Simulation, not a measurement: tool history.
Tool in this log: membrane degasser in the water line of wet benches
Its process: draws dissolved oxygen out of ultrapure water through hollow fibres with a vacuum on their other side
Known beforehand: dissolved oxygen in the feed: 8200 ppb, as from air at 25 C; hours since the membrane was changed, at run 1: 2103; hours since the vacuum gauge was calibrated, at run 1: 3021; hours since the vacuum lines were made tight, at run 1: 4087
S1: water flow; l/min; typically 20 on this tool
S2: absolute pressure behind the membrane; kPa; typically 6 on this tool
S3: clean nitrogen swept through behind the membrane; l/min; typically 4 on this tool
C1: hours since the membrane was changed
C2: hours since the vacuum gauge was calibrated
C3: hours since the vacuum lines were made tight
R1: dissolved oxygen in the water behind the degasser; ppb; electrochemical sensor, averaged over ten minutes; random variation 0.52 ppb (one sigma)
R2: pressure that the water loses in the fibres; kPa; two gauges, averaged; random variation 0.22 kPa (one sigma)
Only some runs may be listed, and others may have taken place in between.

| run | hour | S1 | S2 | S3 | C1 | C2 | C3 | R1 | R2 |
|---|---|---|---|---|---|---|---|---|---|
| 1 | 0 | 20 | 6 | 4 | 2103 | 3021 | 4087 | 44.4 | 51.83 |
| 2 | 35.8 | 20 | 6 | 4 | 2139 | 3056 | 4123 | 45.8 | 52.25 |
| 3 | 70.2 | 20 | 6 | 4 | 2173 | 3091 | 4157 | 44.6 | 52.24 |
| 4 | 97.6 | 20 | 6 | 4 | 2201 | 3118 | 4185 | 44.8 | 52.17 |
| 5 | 125.2 | 20 | 6 | 2.7 | 2228 | 3146 | 4212 | 60.3 | 52.34 |
| 6 | 162.1 | 13 | 6 | 4 | 2265 | 3183 | 4249 | 25.4 | 33.87 |
| 7 | 204.8 | 20 | 6 | 4 | 2308 | 3226 | 4292 | 44.7 | 51.92 |
| 8 | 236.1 | 20 | 6 | 4 | 2339 | 3257 | 4323 | 44.5 | 52.24 |
| 9 | 281.9 | 18 | 6 | 4 | 2385 | 3303 | 4369 | 38.3 | 46.42 |
| 10 | 324.2 | 18 | 6 | 4 | 2427 | 3345 | 4411 | 38.7 | 46.91 |
| 11 | 347 | 14 | 6 | 4 | 2450 | 3368 | 4434 | 28.1 | 36.54 |
| 12 | 379.5 | 14 | 6 | 4 | 2483 | 3400 | 4467 | 28.6 | 36.87 |
| 13 | 424.4 | 14 | 6 | 4 | 2528 | 3445 | 4512 | 28.4 | 36.75 |
| 14 | 454.1 | 14 | 6 | 4 | 2557 | 3475 | 4541 | 27.3 | 36.35 |
| 15 | 481.4 | 20 | 13.35 | 4 | 2585 | 3502 | 4569 | 136.5 | 52.37 |
| 16 | 505.6 | 20 | 6 | 6.34 | 2609 | 3526 | 4593 | 32.1 | 52.32 |
| 17 | 549.2 | 20 | 6 | 6.34 | 2652 | 3570 | 4636 | 32.6 | 52.52 |
| 18 | 581.9 | 22 | 6 | 1.74 | 2685 | 3603 | 4669 | 99.2 | 57.54 |
| 19 | 608.5 | 22 | 3.93 | 1.74 | 2712 | 3629 | 4696 | 38 | 57.39 |

Forecast run 20:
| 20 | 630.1 | 16 | 4.71 | 2.55 | 2733 | 3651 | 4717 | ? | ? |

{"run 20": {"R1": 29.8, "R2": 42.02}}
Minus the tool's unlogged condition, the same run would have read R1 27 ppb, R2 41.4 kPa.
